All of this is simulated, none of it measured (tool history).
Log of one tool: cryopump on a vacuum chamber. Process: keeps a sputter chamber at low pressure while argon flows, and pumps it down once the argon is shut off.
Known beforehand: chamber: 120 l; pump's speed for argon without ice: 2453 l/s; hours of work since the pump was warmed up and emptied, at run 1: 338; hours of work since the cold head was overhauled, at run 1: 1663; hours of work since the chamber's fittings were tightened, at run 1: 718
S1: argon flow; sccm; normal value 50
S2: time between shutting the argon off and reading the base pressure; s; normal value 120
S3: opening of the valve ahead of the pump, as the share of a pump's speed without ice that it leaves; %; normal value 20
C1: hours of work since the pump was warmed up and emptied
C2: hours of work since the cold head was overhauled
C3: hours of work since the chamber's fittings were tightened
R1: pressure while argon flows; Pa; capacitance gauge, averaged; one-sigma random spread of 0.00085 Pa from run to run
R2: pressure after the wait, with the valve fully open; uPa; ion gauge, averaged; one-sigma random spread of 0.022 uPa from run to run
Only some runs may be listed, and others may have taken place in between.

Run 1, hour 0: usual settings; C1 338; C2 1663; C3 718. Result: R1 0.1793 Pa, R2 0.77 uPa.
Run 2, hour 65.2: usual settings; C1 382; C2 1706; C3 762. Result: R1 0.1815 Pa, R2 0.81 uPa.
Run 3, hour 121.5: usual settings but S3 33 %; C1 420; C2 1744; C3 799. Result: R1 0.116 Pa, R2 0.79 uPa.
Run 4, hour 191.4: usual settings but S3 33 %; C1 467; C2 1791; C3 846. Result: R1 0.1151 Pa, R2 0.81 uPa.
Run 5, hour 254.8: usual settings but S1 22 sccm; C1 509; C2 1833; C3 889. Result: R1 0.0819 Pa, R2 0.88 uPa.
Run 6, hour 327.3: usual settings but S1 22 sccm; C1 558; C2 1882; C3 937. Result: R1 0.0822 Pa, R2 0.89 uPa.
Run 7, hour 372.7: usual settings but S1 22 sccm; C1 588; C2 1912; C3 968. Result: R1 0.0826 Pa, R2 0.91 uPa.
Run 8, hour 423.1: usual settings but S1 22 sccm; C1 622; C2 1946; C3 1001. Result: R1 0.0841 Pa, R2 0.94 uPa.
Run 9, hour 460.8: usual settings but S2 109 s; C1 647; C2 1971; C3 1027. Result: R1 0.191 Pa, R2 0.98 uPa.
At hour 472.7: pump warmed up, emptied and cooled again.
Run 10, hour 527: usual settings but S3 58 %; C1 36; C2 2012; C3 1068. Result: R1 0.059 Pa, R2 0.74 uPa.
Run 11, hour 566.7: usual settings but S3 58 %; C1 63; C2 2039; C3 1094. Result: R1 0.0612 Pa, R2 0.8 uPa.
Run 12, hour 619: usual settings but S3 58 %; C1 98; C2 2074; C3 1129. Result: R1 0.0612 Pa, R2 0.77 uPa.
Run 13, hour 671.1: usual settings; C1 133; C2 2109; C3 1164. Result: R1 0.1755 Pa, R2 0.77 uPa.
Run 14, hour 739.6: usual settings; C1 179; C2 2155; C3 1210. Result: R1 0.1767 Pa, R2 0.88 uPa.
Run 15, hour 805.4: usual settings; C1 223; C2 2199; C3 1254. Result: R1 0.178 Pa, R2 0.86 uPa.
Run 16, hour 846.1: usual settings; C1 250; C2 2226; C3 1281. Result: R1 0.1776 Pa, R2 0.89 uPa.

Predict the results of run 17:
Run 17, hour 909.9: usual settings; C1 293; C2 2269; C3 1324. Result: R1 ?, R2 ?.

R1: 0.1796 Pa
R2: 0.88 uPa
The same run, on a tool lacking any hidden state, would have yielded R1 0.1722 Pa, R2 0.53 uPa.
